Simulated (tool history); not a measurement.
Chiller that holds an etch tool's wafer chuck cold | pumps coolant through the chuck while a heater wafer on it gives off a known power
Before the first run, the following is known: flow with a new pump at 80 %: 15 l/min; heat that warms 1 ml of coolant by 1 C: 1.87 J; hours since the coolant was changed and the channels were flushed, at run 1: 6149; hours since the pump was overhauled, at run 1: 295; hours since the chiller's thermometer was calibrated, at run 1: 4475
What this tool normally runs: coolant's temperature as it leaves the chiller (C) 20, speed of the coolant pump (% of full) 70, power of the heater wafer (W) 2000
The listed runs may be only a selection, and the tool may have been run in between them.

run,hour,coolant's temperature as it leaves the chiller (C),speed of the coolant pump (% of full),power of the heater wafer (W),hours since the coolant was changed and the channels were flushed,hours since the pump was overhauled,hours since the chiller's thermometer was calibrated,chuck's temperature once it has settled (K),how much warmer the coolant comes back (C)
1,0.0,20,70,2000,6149,295,4475,306.15,4.96
2,182.3,20,79,2000,6331,477,4658,304.65,4.39
3,349.9,20,79,2000,6499,645,4825,304.65,4.44
4,529.4,20,80,2000,6678,824,5005,304.55,4.37
# hour 582.8: chiller's thermometer calibrated
5,648.2,30,80,2000,6796,942,65,314.55,4.39
6,832.5,30,80,2000,6980,1126,250,314.55,4.45
7,958.0,30,80,2000,7106,1252,375,314.75,4.44
8,1077.8,30,80,2000,7226,1372,495,314.55,4.49
9,1182.9,16,66,1762,7331,1477,600,301.05,4.86
10,1269.7,29,66,2457,7417,1563,687,318.55,6.78
11,1364.0,20,70,1000,7512,1658,781,299.45,2.65

For some of the steps in how much warmer the coolant comes back (C) from one run to the next: how much would appear even if the tool had no hidden state, given the settings, what came in and random variation, and how much remains for the hidden state plus any gauge scatter that the measured result and the result without hidden state don't share?
What the log doesn't record here: heat passed by the chuck's channels, % of clean ones'; flow at a given pump speed, % of a new pump's; coolant's true temperature over the reading, C; drift of the gauge itself on chuck_c, C; drift of the gauge itself on warmer_back_c, C.
Run 5 -> 6: nothing adjusted, nothing logged. how much warmer the coolant comes back (C) +0.06: hidden state +0.04, all else +0.02.
Run 10 -> 11: coolant's temperature as it leaves the chiller (C) 29 -> 20, speed of the coolant pump (% of full) 66 -> 70, power of the heater wafer (W) 2457 -> 1000. how much warmer the coolant comes back (C) -4.13: hidden state +0.03, all else -4.16.
